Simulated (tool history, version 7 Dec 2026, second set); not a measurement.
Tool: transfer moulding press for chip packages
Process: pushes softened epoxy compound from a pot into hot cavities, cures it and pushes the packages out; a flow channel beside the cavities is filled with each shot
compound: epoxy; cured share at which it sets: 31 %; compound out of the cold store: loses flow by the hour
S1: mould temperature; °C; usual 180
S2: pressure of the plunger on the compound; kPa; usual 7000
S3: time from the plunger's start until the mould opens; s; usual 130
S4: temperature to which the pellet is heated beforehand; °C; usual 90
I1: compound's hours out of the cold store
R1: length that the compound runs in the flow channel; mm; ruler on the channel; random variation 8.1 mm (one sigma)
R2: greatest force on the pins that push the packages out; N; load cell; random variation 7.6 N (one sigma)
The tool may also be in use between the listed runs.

Run 1, hour 0: usual settings; I1 40.8. Result: R1 781 mm, R2 325 N.
Run 2, hour 33.8: usual settings; I1 44.6. Result: R1 769 mm, R2 428 N.
Run 3, hour 62.8: usual settings; I1 36.7. Result: R1 796 mm, R2 460 N.
At hour 79.9: cavities cleaned with cleaning compound and waxed.
Run 4, hour 103: usual settings; I1 29.9. Result: R1 826 mm, R2 393 N.
Run 5, hour 121.9: usual settings; I1 31.9. Result: R1 807 mm, R2 421 N.
Run 6, hour 150.1: usual settings but S2 6870 kPa; I1 23.2. Result: R1 853 mm, R2 497 N.
At hour 164.4: cavities cleaned with cleaning compound and waxed.
Run 7, hour 173.6: usual settings but S2 7970 kPa; I1 20.9. Result: R1 911 mm, R2 361 N.
At hour 200.1: mould's thermocouples calibrated.
Run 8, hour 202.1: usual settings but S2 7970 kPa; I1 32.5. Result: R1 863 mm, R2 419 N.
Run 9, hour 228.7: usual settings but S2 7970 kPa; I1 40.9. Result: R1 817 mm, R2 459 N.
At hour 250.1: cavities cleaned with cleaning compound and waxed.
Run 10, hour 268: usual settings but S2 7970 kPa; I1 37.9. Result: R1 824 mm, R2 375 N.
Run 11, hour 309.7: usual settings but S4 96 °C; I1 28.7. Result: R1 813 mm, R2 454 N.
At hour 332: cavities cleaned with cleaning compound and waxed.
Run 12, hour 339.2: usual settings but S4 96 °C; I1 27.4. Result: R1 794 mm, R2 354 N.
Run 13, hour 366.3: usual settings but S2 7800 kPa, S4 96 °C; I1 17.6. Result: R1 892 mm, R2 419 N.
Run 14, hour 403.5: usual settings but S2 6800 kPa; I1 36.6. Result: R1 748 mm, R2 490 N.
At hour 415.7: cavities cleaned with cleaning compound and waxed.
Run 15, hour 439.9: usual settings but S2 6800 kPa, S3 155 s, S4 92 °C; I1 8.7. Result: R1 866 mm, R2 345 N.
Run 16, hour 483.6: usual settings but S1 184 °C, S2 6700 kPa, S3 120 s, S4 92 °C; I1 12.6. Result: R1 814 mm, R2 454 N.
At hour 490.2: plunger's sealing rings changed.
At hour 502.3: cavities cleaned with cleaning compound and waxed.
Run 17, hour 520.8: usual settings but S1 184 °C, S2 6700 kPa, S3 120 s, S4 92 °C; I1 12.8. Result: R1 881 mm, R2 378 N.
Run 18, hour 554.5: usual settings but S1 183 °C, S2 7430 kPa, S4 89 °C; I1 21.4. Result: R1 881 mm, R2 407 N.
At hour 585.2: cavities cleaned with cleaning compound and waxed.
Run 19, hour 596.2: usual settings but S2 7590 kPa; I1 10.9. Result: R1 984 mm, R2 381 N.
Run 20, hour 623: usual settings but S2 7590 kPa; I1 37. Result: R1 822 mm, R2 430 N.
Run 21, hour 659.6: usual settings but S2 7590 kPa; I1 32.9. Result: R1 842 mm, R2 500 N.
At hour 669.1: cavities cleaned with cleaning compound and waxed.
Run 22, hour 682.7: usual settings but S2 6180 kPa, S3 157 s; I1 32.3. Result: R1 759 mm, R2 321 N.
Run 23, hour 700.7: usual settings but S1 179 °C, S2 6340 kPa, S3 124 s; I1 37.8. Result: R1 746 mm, R2 450 N.
Run 24, hour 731: usual settings but S4 96 °C; I1 20.9. Result: R1 883 mm, R2 485 N.
At hour 750.5: cavities cleaned with cleaning compound and waxed.
Run 25, hour 761.7: usual settings but S2 7290 kPa, S4 98 °C; I1 43. Result: R1 775 mm, R2 339 N.
Run 26, hour 781: usual settings but S2 7290 kPa, S4 98 °C; I1 10.6. Result: R1 927 mm, R2 415 N.
Run 27, hour 819.6: usual settings but S3 154 s; I1 38.7. Result: R1 767 mm, R2 420 N.

5 ways to go on from here, each from the tool as it stands after run 27. What would each give?
At hour 834.1: cavities cleaned with cleaning compound and waxed.
Run A, hour 842.9: usual settings but S2 8050 kPa, S3 129 s; I1 14.9. Result: R1 ?, R2 ?.
At hour 834.1: cavities cleaned with cleaning compound and waxed.
Run B, hour 842.9: usual settings but S3 154 s, S4 81 °C; I1 29. Result: R1 ?, R2 ?.
At hour 834.1: cavities cleaned with cleaning compound and waxed.
Run C, hour 842.9: usual settings but S1 172 °C, S4 92 °C; I1 17.2. Result: R1 ?, R2 ?.
At hour 834.1: cavities cleaned with cleaning compound and waxed.
Run D, hour 842.9: usual settings but S2 5960 kPa, S3 143 s, S4 93 °C; I1 25.1. Result: R1 ?, R2 ?.
At hour 834.1: cavities cleaned with cleaning compound and waxed.
Run E, hour 842.9: usual settings but S3 140 s; I1 23.1. Result: R1 ?, R2 ?.

run   R1   R2
  A  941  391
  B  807  296
  C  910  619
  D  757  318
  E  842  336
Without the tool's hidden state the same runs would have given:
run   R1   R2
  A  991  346
  B  850  267
  C  957  536
  D  797  285
  E  886  300
